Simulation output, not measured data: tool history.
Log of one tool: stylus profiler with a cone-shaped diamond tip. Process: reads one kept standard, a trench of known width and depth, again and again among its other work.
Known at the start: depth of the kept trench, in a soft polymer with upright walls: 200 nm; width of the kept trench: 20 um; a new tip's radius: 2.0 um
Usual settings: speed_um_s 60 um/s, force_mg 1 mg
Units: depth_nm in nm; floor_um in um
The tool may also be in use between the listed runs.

run	hour	speed_um_s	force_mg	depth_nm	floor_um
1	0	60	1	201.01	18.12
2	48.2	152	1	201.01	17.78
3	131.7	152	1	201.03	17.82
4	209.3	148	1	201.02	17.93
5	245.4	148	1	200.98	17.82
6	285.8	148	1	200.99	17.82
7	333.8	28	1.54	201.39	18.2
8	386.2	28	1.54	201.24	18.19
9	437.9	98	1.84	201.51	18.03
10	487.7	49	1.03	201.04	18.12
11	538.8	49	0.65	200.7	18.08

3 ways to go on from here, each from the tool as it stands after run 11. What would each give?
A	577	26	1.01	?	?
B	577	93	0.65	?	?
C	577	87	0.65	?	?

run	depth_nm	floor_um
A	201.05	18.19
B	200.73	17.91
C	200.66	17.9
Without the tool's hidden state the same runs would have given:
run	depth_nm	floor_um
A	201.04	18.21
B	200.73	17.93
C	200.65	17.92

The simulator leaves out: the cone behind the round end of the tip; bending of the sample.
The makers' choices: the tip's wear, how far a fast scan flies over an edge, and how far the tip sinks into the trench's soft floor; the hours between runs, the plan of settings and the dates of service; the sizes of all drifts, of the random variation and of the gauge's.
